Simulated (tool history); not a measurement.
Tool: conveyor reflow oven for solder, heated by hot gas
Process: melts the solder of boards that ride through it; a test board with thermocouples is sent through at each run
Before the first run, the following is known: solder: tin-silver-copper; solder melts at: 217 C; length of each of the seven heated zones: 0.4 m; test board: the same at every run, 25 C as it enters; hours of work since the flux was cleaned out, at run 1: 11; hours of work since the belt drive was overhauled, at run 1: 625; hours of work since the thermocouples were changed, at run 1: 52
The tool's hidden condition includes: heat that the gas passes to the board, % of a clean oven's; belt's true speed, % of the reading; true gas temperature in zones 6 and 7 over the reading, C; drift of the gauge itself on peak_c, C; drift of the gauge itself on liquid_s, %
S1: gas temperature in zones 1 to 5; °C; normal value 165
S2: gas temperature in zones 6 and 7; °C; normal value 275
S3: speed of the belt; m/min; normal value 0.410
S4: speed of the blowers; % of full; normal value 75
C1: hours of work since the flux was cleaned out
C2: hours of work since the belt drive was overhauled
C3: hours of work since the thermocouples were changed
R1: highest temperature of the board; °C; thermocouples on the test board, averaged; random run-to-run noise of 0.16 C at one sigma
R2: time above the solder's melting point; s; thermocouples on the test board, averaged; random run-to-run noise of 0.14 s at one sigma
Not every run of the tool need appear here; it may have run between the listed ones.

| run | hour | S1 | S2 | S3 | S4 | C1 | C2 | C3 | R1 | R2 |
|---|---|---|---|---|---|---|---|---|---|---|
| 1 | 0.0 | 165 | 275 | 0.410 | 75 | 11 | 625 | 52 | 260.3 | 92.8 |
| 2 | 10.3 | 165 | 275 | 0.410 | 75 | 16 | 630 | 56 | 260.3 | 92.5 |
| 3 | 21.5 | 165 | 275 | 0.410 | 88 | 21 | 635 | 61 | 263.1 | 95.7 |
| 4 | 27.4 | 165 | 275 | 0.410 | 88 | 24 | 638 | 64 | 262.8 | 95.9 |
| 5 | 35.7 | 165 | 275 | 0.410 | 68 | 27 | 642 | 68 | 259.0 | 90.6 |
| 6 | 45.2 | 165 | 275 | 0.410 | 75 | 32 | 646 | 72 | 260.4 | 92.7 |
| 7 | 52.6 | 165 | 275 | 0.410 | 75 | 35 | 649 | 76 | 260.0 | 92.5 |
| 8 | 62.3 | 165 | 275 | 0.410 | 75 | 40 | 654 | 80 | 260.1 | 92.7 |
| 9 | 72.3 | 165 | 275 | 0.410 | 75 | 44 | 658 | 85 | 260.3 | 92.5 |
| 10 | 79.1 | 165 | 275 | 0.400 | 75 | 47 | 662 | 88 | 260.9 | 95.7 |
| 11 | 88.4 | 180 | 275 | 0.410 | 75 | 52 | 666 | 92 | 262.1 | 101.6 |
| 12 | 99.9 | 155 | 275 | 0.410 | 75 | 57 | 671 | 98 | 258.8 | 86.8 |
| 13 | 108.8 | 155 | 275 | 0.348 | 75 | 61 | 675 | 102 | 263.6 | 109.6 |
| 14 | 117.1 | 165 | 275 | 0.432 | 75 | 65 | 679 | 106 | 258.2 | 85.8 |
| 15 | 122.3 | 165 | 275 | 0.410 | 75 | 67 | 682 | 108 | 259.8 | 92.5 |
| 16 | 133.3 | 165 | 275 | 0.410 | 75 | 72 | 687 | 113 | 259.9 | 92.4 |
| 17 | 140.9 | 162 | 275 | 0.419 | 75 | 76 | 690 | 117 | 259.0 | 87.7 |
| 18 | 147.6 | 165 | 275 | 0.410 | 88 | 79 | 693 | 120 | 262.2 | 95.4 |
| 19 | 157.1 | 165 | 273 | 0.410 | 75 | 83 | 698 | 124 | 257.9 | 90.8 |
| 20 | 166.0 | 165 | 273 | 0.410 | 75 | 87 | 702 | 128 | 258.1 | 90.6 |
|  | 171.8 | flux residue cleaned out of gas plates and filters |
| 21 | 177.1 | 159 | 265 | 0.410 | 66 | 2 | 705 | 131 | 247.5 | 75.9 |
| 22 | 186.9 | 159 | 276 | 0.410 | 75 | 7 | 709 | 135 | 259.7 | 89.4 |
| 23 | 192.4 | 165 | 275 | 0.473 | 75 | 10 | 712 | 138 | 254.8 | 73.9 |
| 24 | 199.3 | 165 | 275 | 0.411 | 75 | 13 | 715 | 141 | 259.6 | 91.6 |
| 25 | 208.2 | 165 | 275 | 0.411 | 75 | 17 | 719 | 145 | 259.3 | 91.9 |
| 26 | 219.1 | 165 | 275 | 0.400 | 75 | 22 | 724 | 150 | 260.1 | 95.3 |
|  | 227.9 | flux residue cleaned out of gas plates and filters, once more |
| 27 | 233.9 | 170 | 269 | 0.331 | 82 | 3 | 728 | 155 | 261.9 | 123.1 |
| 28 | 241.1 | 165 | 264 | 0.410 | 73 | 6 | 732 | 158 | 250.0 | 82.4 |
| 29 | 252.3 | 165 | 264 | 0.410 | 73 | 11 | 737 | 163 | 249.9 | 82.7 |
| 30 | 264.0 | 172 | 266 | 0.374 | 85 | 17 | 742 | 169 | 257.3 | 104.4 |

The next listed run, before its measurement:
| 31 | 272.0 | 172 | 268 | 0.343 | 79 | 20 | 746 | 172 | ? | ? |

Run 31 produced R1 260.0 °C, R2 117.5 s.
Were there no unlogged condition in the tool, this run, its random variation unchanged, would have produced R1 259.9 °C, R2 115.7 s.
